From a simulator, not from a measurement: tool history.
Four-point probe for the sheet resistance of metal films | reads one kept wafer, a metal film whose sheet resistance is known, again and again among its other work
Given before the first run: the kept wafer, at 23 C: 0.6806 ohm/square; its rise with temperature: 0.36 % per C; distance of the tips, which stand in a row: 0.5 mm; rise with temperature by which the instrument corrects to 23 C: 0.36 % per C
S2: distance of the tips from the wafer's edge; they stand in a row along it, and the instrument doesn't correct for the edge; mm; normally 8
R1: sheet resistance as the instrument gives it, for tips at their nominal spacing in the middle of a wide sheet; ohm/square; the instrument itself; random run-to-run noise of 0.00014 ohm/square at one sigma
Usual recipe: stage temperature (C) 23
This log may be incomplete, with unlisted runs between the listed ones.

Run 1, day 0.000: usual settings. Result: R1 0.686501 ohm/square.
Run 2, day 1.321: usual settings but stage temperature (C) 19. Result: R1 0.686558 ohm/square.
Run 3, day 2.704: usual settings but stage temperature (C) 18. Result: R1 0.686985 ohm/square.
Run 4, day 3.758: usual settings but stage temperature (C) 18. Result: R1 0.686838 ohm/square.
Run 5, day 4.329: usual settings but stage temperature (C) 18. Result: R1 0.686623 ohm/square.
Run 6, day 5.121: usual settings but stage temperature (C) 18. Result: R1 0.686710 ohm/square.
Run 7, day 5.742: usual settings. Result: R1 0.686375 ohm/square.
Run 8, day 6.700: usual settings. Result: R1 0.686776 ohm/square.
Run 9, day 7.892: usual settings. Result: R1 0.686930 ohm/square.
Run 10, day 8.629: usual settings but S2 19 mm. Result: R1 0.685613 ohm/square.
Run 11, day 9.462: usual settings but S2 19 mm. Result: R1 0.685508 ohm/square.
Run 12, day 10.283: usual settings but S2 19 mm. Result: R1 0.685908 ohm/square.
Run 13, day 11.208: usual settings but S2 20 mm. Result: R1 0.685460 ohm/square.
Run 14, day 12.217: usual settings. Result: R1 0.687114 ohm/square.
Run 15, day 13.567: usual settings. Result: R1 0.687320 ohm/square.
Run 16, day 14.650: usual settings. Result: R1 0.687480 ohm/square.
Run 17, day 15.262: usual settings. Result: R1 0.687226 ohm/square.
Run 18, day 16.267: usual settings. Result: R1 0.687429 ohm/square.
Run 19, day 16.833: usual settings but stage temperature (C) 24. Result: R1 0.687244 ohm/square.
Run 20, day 17.875: usual settings but stage temperature (C) 24. Result: R1 0.687407 ohm/square.
Run 21, day 19.200: usual settings but stage temperature (C) 24. Result: R1 0.687343 ohm/square.
Run 22, day 20.500: usual settings but stage temperature (C) 29. Result: R1 0.687019 ohm/square.
Run 23, day 21.604: usual settings but stage temperature (C) 29. Result: R1 0.687301 ohm/square.
Run 24, day 22.638: usual settings but stage temperature (C) 28, S2 4 mm. Result: R1 0.691797 ohm/square.
Run 25, day 23.800: usual settings but stage temperature (C) 22, S2 19 mm. Result: R1 0.686293 ohm/square.
Run 26, day 24.404: usual settings but stage temperature (C) 34, S2 25 mm. Result: R1 0.685733 ohm/square.
Run 27, day 25.662: usual settings but stage temperature (C) 34, S2 7 mm. Result: R1 0.687991 ohm/square.
Run 28, day 26.838: usual settings but stage temperature (C) 19, S2 13 mm. Result: R1 0.687302 ohm/square.
Run 29, day 28.083: usual settings but S2 3 mm. Result: R1 0.696872 ohm/square.
Run 30, day 29.346: usual settings but stage temperature (C) 26, S2 28 mm. Result: R1 0.686292 ohm/square.
Run 31, day 30.271: usual settings but stage temperature (C) 18, S2 3 mm. Result: R1 0.696954 ohm/square.
Run 32, day 31.112: usual settings but stage temperature (C) 18, S2 3 mm. Result: R1 0.697051 ohm/square.
Run 33, day 32.050: usual settings but stage temperature (C) 18, S2 3 mm. Result: R1 0.697394 ohm/square.
Run 34, day 32.792: usual settings but stage temperature (C) 18, S2 3 mm. Result: R1 0.697232 ohm/square.
Run 35, day 33.658: usual settings but stage temperature (C) 19, S2 20 mm. Result: R1 0.687404 ohm/square.
Run 36, day 34.954: usual settings but stage temperature (C) 19, S2 20 mm. Result: R1 0.687346 ohm/square.
Run 37, day 35.558: usual settings but stage temperature (C) 30, S2 4 mm. Result: R1 0.692298 ohm/square.
Run 38, day 36.700: usual settings but stage temperature (C) 31, S2 31 mm. Result: R1 0.686686 ohm/square.
Run 39, day 37.379: usual settings but stage temperature (C) 20, S2 5 mm. Result: R1 0.691110 ohm/square.
Run 40, day 38.504: usual settings but stage temperature (C) 20, S2 5 mm. Result: R1 0.691050 ohm/square.
Run 41, day 39.292: usual settings but S2 71 mm. Result: R1 0.687310 ohm/square.
Run 42, day 40.588: usual settings but stage temperature (C) 25, S2 70 mm. Result: R1 0.687172 ohm/square.
Run 43, day 41.183: usual settings but stage temperature (C) 27, S2 4 mm. Result: R1 0.692777 ohm/square.
Run 44, day 42.342: usual settings but stage temperature (C) 27, S2 4 mm. Result: R1 0.692875 ohm/square.
Run 45, day 43.508: usual settings but stage temperature (C) 22, S2 16 mm. Result: R1 0.688022 ohm/square.

Same runs, no hidden state in the tool, same run-to-run variation:
Hidden state at play: inner tips' distance over the nominal, %; tips' flats over new ones', %; wafer's true temperature over the reading, C; drift of the gauge itself on sheet_ohm, %.
run        R1
  1  0.682188
  2  0.682169
  3  0.682514
  4  0.682305
  5  0.682056
  6  0.682093
  7  0.681726
  8  0.682069
  9  0.682155
 10  0.680801
 11  0.680648
 12  0.680998
 13  0.680502
 14  0.682085
 15  0.682211
 16  0.682303
 17  0.682015
 18  0.682157
 19  0.681937
 20  0.682036
 21  0.681894
 22  0.681505
 23  0.681718
 24  0.686114
 25  0.680580
 26  0.679998
 27  0.682165
 28  0.681399
 29  0.690820
 30  0.680250
 31  0.690763
 32  0.690809
 33  0.691099
 34  0.690897
 35  0.681102
 36  0.680973
 37  0.685859
 38  0.680225
 39  0.684563
 40  0.684440
 41  0.680691
 42  0.680479
 43  0.686000
 44  0.686029
 45  0.681142

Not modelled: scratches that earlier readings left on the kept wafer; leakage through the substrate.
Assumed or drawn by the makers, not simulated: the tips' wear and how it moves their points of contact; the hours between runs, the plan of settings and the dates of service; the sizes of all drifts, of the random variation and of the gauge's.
